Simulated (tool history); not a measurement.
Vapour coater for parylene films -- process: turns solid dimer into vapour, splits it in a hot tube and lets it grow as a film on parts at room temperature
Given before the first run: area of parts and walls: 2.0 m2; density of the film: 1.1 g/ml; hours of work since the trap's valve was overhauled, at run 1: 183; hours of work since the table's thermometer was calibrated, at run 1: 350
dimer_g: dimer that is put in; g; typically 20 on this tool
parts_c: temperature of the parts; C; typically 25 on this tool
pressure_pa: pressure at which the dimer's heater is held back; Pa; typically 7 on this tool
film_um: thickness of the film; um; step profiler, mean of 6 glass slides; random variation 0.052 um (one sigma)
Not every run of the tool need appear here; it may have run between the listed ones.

run   hour  dimer_g  parts_c  pressure_pa  hours of work since the trap's valve was overhauled  hours of work since the table's thermometer was calibrated  film_um
  1      0       20       25            7                                                  183                                                         350     5.84
  2   53.3       20       25            7                                                  217                                                         385     5.67
  3   92.2       20       27            7                                                  242                                                         410     5.17
  4  116.9       20       27            7                                                  258                                                         426     5.19
  5  171.6       20       27            7                                                  294                                                         461        5
  6  206.4       20       27            7                                                  316                                                         483     5.11
  7  257.8       20       27            7                                                  349                                                         517     4.99
  8  297.2       16       32         2.39                                                  375                                                         542     3.94
  9  342.3       16       24        10.34                                                  404                                                         571     4.16
     390.8  -- trap's valve overhauled
 10  390.8       16       24        10.34                                                    0                                                         600     4.78
 11  415.3       19       26         8.94                                                   16                                                         616     5.27
 12  469.4       20       23         5.86                                                   51                                                         650     6.88
 13  520.4       20       23         5.86                                                   84                                                         683     6.88

Branching from run 13: 4 alternative next runs. What would each branch give?
  A  566.7       20       29         4.11                                                  113                                                         713        ?
  B  566.7       28       17          4.6                                                  113                                                         713        ?
  C  566.7       20       23         6.38                                                  113                                                         713        ?
  D  566.7       20       25         3.01                                                  113                                                         713        ?

run  film_um
  A     5.57
  B    12.05
  C     6.63
  D     7.03
With the hidden condition removed and each run's random variation left untouched, the same runs would have given:
run  film_um
  A     5.58
  B    12.56
  C     6.65
  D     7.05

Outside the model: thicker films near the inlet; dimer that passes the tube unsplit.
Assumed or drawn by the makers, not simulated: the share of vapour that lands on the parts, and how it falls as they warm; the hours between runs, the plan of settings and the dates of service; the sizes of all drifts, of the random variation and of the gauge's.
